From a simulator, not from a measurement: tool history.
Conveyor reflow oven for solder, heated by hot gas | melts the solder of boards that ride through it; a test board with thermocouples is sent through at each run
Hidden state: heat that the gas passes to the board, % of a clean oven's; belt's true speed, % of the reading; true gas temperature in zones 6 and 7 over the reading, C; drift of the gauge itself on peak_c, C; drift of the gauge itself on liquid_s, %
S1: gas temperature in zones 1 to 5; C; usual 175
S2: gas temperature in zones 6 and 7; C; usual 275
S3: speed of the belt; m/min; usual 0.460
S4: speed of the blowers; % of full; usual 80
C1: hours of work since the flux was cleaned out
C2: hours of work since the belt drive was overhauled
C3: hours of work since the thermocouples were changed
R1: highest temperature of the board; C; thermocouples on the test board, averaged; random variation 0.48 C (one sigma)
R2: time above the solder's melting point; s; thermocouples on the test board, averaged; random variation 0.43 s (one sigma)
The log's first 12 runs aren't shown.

run	hour	S1	S2	S3	S4	C1	C2	C3	R1	R2
13	171.5	175	275	0.460	80	51	500	685	256.1	81.7
14	189.5	175	275	0.460	80	65	514	699	255.2	82.2
# hour 207.5: flux residue cleaned out of gas plates and filters, once more
15	214.6	175	275	0.460	80	6	530	715	258.1	84.6
16	229.6	175	275	0.460	80	18	542	727	256.7	83.5
17	245.6	185	269	0.384	80	30	555	740	258.1	110.0
18	264.0	185	269	0.384	80	45	569	755	257.3	109.2
19	277.7	175	265	0.503	80	56	580	765	245.6	64.7
20	295.3	175	265	0.503	80	70	594	779	245.2	65.1
21	307.5	168	284	0.460	80	79	604	789	264.4	85.0
22	325.3	168	286	0.432	80	94	618	803	267.2	94.3
23	346.4	168	286	0.432	80	110	635	820	267.1	94.8
24	357.8	168	276	0.529	58	120	644	829	242.1	51.0
25	370.9	168	276	0.529	58	130	654	839	243.1	50.7
26	388.2	187	289	0.460	67	144	668	853	266.1	97.1
27	402.5	166	272	0.460	67	155	680	865	248.4	69.9
28	418.7	167	284	0.456	68	168	692	878	258.2	81.4
29	436.9	167	284	0.456	68	182	707	892	258.9	81.5
30	452.5	185	287	0.431	80	195	719	904	269.7	105.4

3 ways to go on from here, each from the tool as it stands after run 30. What would each give?
A	464.8	176	287	0.431	80	205	729	914	?	?
B	464.8	175	275	0.422	86	205	729	914	?	?
C	464.8	175	275	0.400	80	205	729	914	?	?

run	R1	R2
A	267.9	99.3
B	259.4	96.5
C	259.5	100.3
Without the tool's hidden state the same runs would have given:
run	R1	R2
A	271.5	100.2
B	263.0	98.0
C	263.1	101.8
